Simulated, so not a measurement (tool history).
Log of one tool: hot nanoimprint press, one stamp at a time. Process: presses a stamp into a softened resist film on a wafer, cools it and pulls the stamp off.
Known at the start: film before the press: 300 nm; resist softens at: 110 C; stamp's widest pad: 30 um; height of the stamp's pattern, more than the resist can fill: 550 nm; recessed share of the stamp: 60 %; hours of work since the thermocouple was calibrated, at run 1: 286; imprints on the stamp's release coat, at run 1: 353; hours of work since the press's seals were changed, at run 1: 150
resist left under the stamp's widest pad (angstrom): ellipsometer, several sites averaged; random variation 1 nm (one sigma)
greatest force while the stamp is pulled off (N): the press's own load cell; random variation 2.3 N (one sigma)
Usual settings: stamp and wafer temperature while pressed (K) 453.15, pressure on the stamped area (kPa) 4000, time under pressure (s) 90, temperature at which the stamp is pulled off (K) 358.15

run     day  stamp and wafer temperature while pressed (K)  pressure on the stamped area (kPa)  time under pressure (s)  temperature at which the stamp is pulled off (K)  hours of work since the thermocouple was calibrated  imprints on the stamp's release coat  hours of work since the press's seals were changed  resist left under the stamp's widest pad (angstrom)  greatest force while the stamp is pulled off (N)
  1   0.000                                         453.15                                4000                       90                                            358.15                                                  286                                   353                                                 150                                                 1420                                               167
  2   0.575                                         463.15                                4000                       90                                            358.15                                                  294                                   381                                                 158                                                  824                                               164
  3   1.325                                         463.15                                4000                       90                                            351.15                                                  304                                   418                                                 168                                                  807                                               190
  4   2.012                                         463.15                                4000                       90                                            351.15                                                  313                                   452                                                 177                                                  819                                               190
  5   2.862                                         463.15                                4000                       90                                            351.15                                                  324                                   494                                                 188                                                  820                                               197
      3.042  -- plate thermocouple calibrated
  6   3.679                                         453.15                                4000                       90                                            345.15                                                    8                                   529                                                 197                                                 1493                                               216
  7   4.492                                         453.15                                4000                       90                                            345.15                                                   19                                   569                                                 208                                                 1499                                               220
  8   4.954                                         453.15                                4200                       90                                            345.15                                                   25                                   592                                                 214                                                 1457                                               221
  9   5.829                                         453.15                                4200                       90                                            345.15                                                   37                                   635                                                 226                                                 1477                                               222
 10   6.671                                         453.15                                4200                       90                                            345.15                                                   48                                   677                                                 237                                                 1468                                               225
      7.425  -- stamp cleaned and given a new release coat
 11   7.804                                         453.15                                4200                       90                                            345.15                                                   60                                    19                                                 249                                                 1467                                               194
 12   8.638                                         453.15                                4200                       90                                            345.15                                                   71                                    60                                                 260                                                 1463                                               195
 13   9.258                                         453.15                                4200                       90                                            345.15                                                   79                                    90                                                 268                                                 1452                                               198
 14  10.092                                         453.15                                4200                       90                                            345.15                                                   90                                   132                                                 279                                                 1453                                               203
 15  10.900                                         453.15                                4200                       90                                            345.15                                                  101                                   172                                                 290                                                 1445                                               200
 16  11.446                                         451.15                                4000                      106                                            358.15                                                  108                                   199                                                 297                                                 1535                                               164
 17  12.083                                         451.15                                4000                      106                                            358.15                                                  117                                   230                                                 306                                                 1537                                               168
 18  12.650                                         443.15                                2670                       90                                            366.15                                                  124                                   258                                                 313                                                 2443                                               143
 19  13.400                                         443.15                                2470                       90                                            364.15                                                  134                                   295                                                 323                                                 2503                                               153
 20  13.792                                         452.15                                4660                       90                                            358.15                                                  139                                   315                                                 328                                                 1456                                               165
 21  14.404                                         450.15                                4660                       90                                            347.15                                                  147                                   345                                                 336                                                 1618                                               205
 22  14.833                                         455.15                                2960                       52                                            346.15                                                  153                                   366                                                 342                                                 1792                                               204
 23  15.646                                         463.15                                2410                       85                                            353.15                                                  164                                   407                                                 353                                                 1103                                               186
 24  16.367                                         463.15                                2410                      135                                            353.15                                                  173                                   442                                                 362                                                  905                                               186
 25  17.129                                         453.15                                3590                      102                                            345.15                                                  183                                   480                                                 372                                                 1458                                               210
 26  17.962                                         453.15                                3060                       51                                            360.15                                                  195                                   521                                                 384                                                 1927                                               167
 27  18.746                                         453.15                                5020                       80                                            358.15                                                  205                                   560                                                 394                                                 1388                                               176
 28  19.329                                         453.15                                2870                      115                                            348.15                                                  213                                   589                                                 402                                                 1526                                               204
 29  20.071                                         453.15                                2870                       70                                            363.15                                                  222                                   626                                                 411                                                 1793                                               162
 30  20.900                                         453.15                                4000                      115                                            358.15                                                  233                                   667                                                 422                                                 1312                                               178

Forecast each of these 4 alternatives for the next run:
  A  21.292                                         459.15                                4000                      115                                            355.15                                                  239                                   686                                                 428                                                    ?                                                 ?
  B  21.292                                         464.15                                2780                      118                                            358.15                                                  239                                   686                                                 428                                                    ?                                                 ?
  C  21.292                                         453.15                                4720                       90                                            358.15                                                  239                                   686                                                 428                                                    ?                                                 ?
  D  21.292                                         465.15                                4000                      152                                            358.15                                                  239                                   686                                                 428                                                    ?                                                 ?

run  resist left under the stamp's widest pad (angstrom)  greatest force while the stamp is pulled off (N)
  A                                                  944                                               190
  B                                                  840                                               182
  C                                                 1334                                               179
  D                                                  597                                               183
Without the tool's hidden state the same runs would have given:
run  resist left under the stamp's widest pad (angstrom)  greatest force while the stamp is pulled off (N)
  A                                                  986                                               170
  B                                                  878                                               163
  C                                                 1390                                               160
  D                                                  622                                               164
